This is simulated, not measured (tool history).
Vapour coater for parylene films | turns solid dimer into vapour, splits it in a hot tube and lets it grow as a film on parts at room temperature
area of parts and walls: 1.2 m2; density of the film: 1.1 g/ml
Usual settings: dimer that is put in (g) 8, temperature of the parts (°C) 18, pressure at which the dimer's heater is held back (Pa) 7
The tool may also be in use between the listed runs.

run,hour,dimer that is put in (g),temperature of the parts (°C),pressure at which the dimer's heater is held back (Pa),thickness of the film (nm)
1,0,8,18,7,4490
2,40.1,8,18,7,4530
3,58.4,8,18,7,4520
4,78.1,8,22,7,4210
5,97.5,8,22,7,4190
6,126.6,8,22,7,4230
7,149,8,22,7,4160
8,167.4,8,22,7,4310
9,195.9,8,18,7.42,4470
10,222.6,8,18,7.42,4480
11,245.3,5,15,9.94,2840
12,283.1,3,22,4.67,1630
# hour 309.5: trap's valve overhauled
13,312.9,3,22,4.67,1680
14,330.8,5,25,7.29,2490

Forecast run 15:
15,349.3,5,25,7.29,?

Run 15 gave thickness of the film (nm) 2550.
Without the tool's hidden state the same run would have given thickness of the film (nm) 2550.
